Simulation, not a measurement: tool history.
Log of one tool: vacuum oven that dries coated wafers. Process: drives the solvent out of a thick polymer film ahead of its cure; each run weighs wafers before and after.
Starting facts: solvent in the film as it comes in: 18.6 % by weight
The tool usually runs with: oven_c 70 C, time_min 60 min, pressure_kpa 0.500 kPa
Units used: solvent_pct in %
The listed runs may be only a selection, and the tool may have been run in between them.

run 1 day=0.000 | oven_c=70 time_min=60 pressure_kpa=0.500 | solvent_pct=1.55
run 2 day=4.304 | oven_c=70 time_min=60 pressure_kpa=0.553 | solvent_pct=1.58
run 3 day=6.871 | oven_c=70 time_min=60 pressure_kpa=0.553 | solvent_pct=1.54
run 4 day=10.912 | oven_c=70 time_min=60 pressure_kpa=0.553 | solvent_pct=1.56
run 5 day=15.429 | oven_c=70 time_min=60 pressure_kpa=0.553 | solvent_pct=1.54
run 6 day=18.358 | oven_c=70 time_min=60 pressure_kpa=0.553 | solvent_pct=1.53
run 7 day=21.758 | oven_c=70 time_min=60 pressure_kpa=0.553 | solvent_pct=1.54
run 8 day=24.992 | oven_c=70 time_min=60 pressure_kpa=0.553 | solvent_pct=1.50
-- day=25.542 oven's thermocouples calibrated
run 9 day=28.329 | oven_c=70 time_min=60 pressure_kpa=0.553 | solvent_pct=1.49
run 10 day=32.738 | oven_c=79 time_min=66 pressure_kpa=0.328 | solvent_pct=0.38
run 11 day=36.629 | oven_c=75 time_min=107 pressure_kpa=0.500 | solvent_pct=0.45
run 12 day=39.288 | oven_c=60 time_min=31 pressure_kpa=0.734 | solvent_pct=7.92
run 13 day=44.496 | oven_c=70 time_min=86 pressure_kpa=0.862 | solvent_pct=1.05
run 14 day=47.254 | oven_c=64 time_min=64 pressure_kpa=0.568 | solvent_pct=2.68
run 15 day=51.325 | oven_c=64 time_min=64 pressure_kpa=0.568 | solvent_pct=2.68

Measured minus without-hidden-state, run by run (identical run-to-run variation in each term; gauge scatter may differ):
Unlogged tool condition in this case: true wafer temperature over the reading, C; true pressure over the reading, kPa; drift of the gauge itself on solvent_pct, %.
run=1 solvent_pct=+0.11
run=2 solvent_pct=+0.09
run=3 solvent_pct=+0.09
run=4 solvent_pct=+0.08
run=5 solvent_pct=+0.07
run=6 solvent_pct=+0.06
run=7 solvent_pct=+0.06
run=8 solvent_pct=+0.04
run=9 solvent_pct=+0.02
run=10 solvent_pct=+0.12
run=11 solvent_pct=+0.16
run=12 solvent_pct=-0.21
run=13 solvent_pct=+0.10
run=14 solvent_pct=-0.12
run=15 solvent_pct=-0.15

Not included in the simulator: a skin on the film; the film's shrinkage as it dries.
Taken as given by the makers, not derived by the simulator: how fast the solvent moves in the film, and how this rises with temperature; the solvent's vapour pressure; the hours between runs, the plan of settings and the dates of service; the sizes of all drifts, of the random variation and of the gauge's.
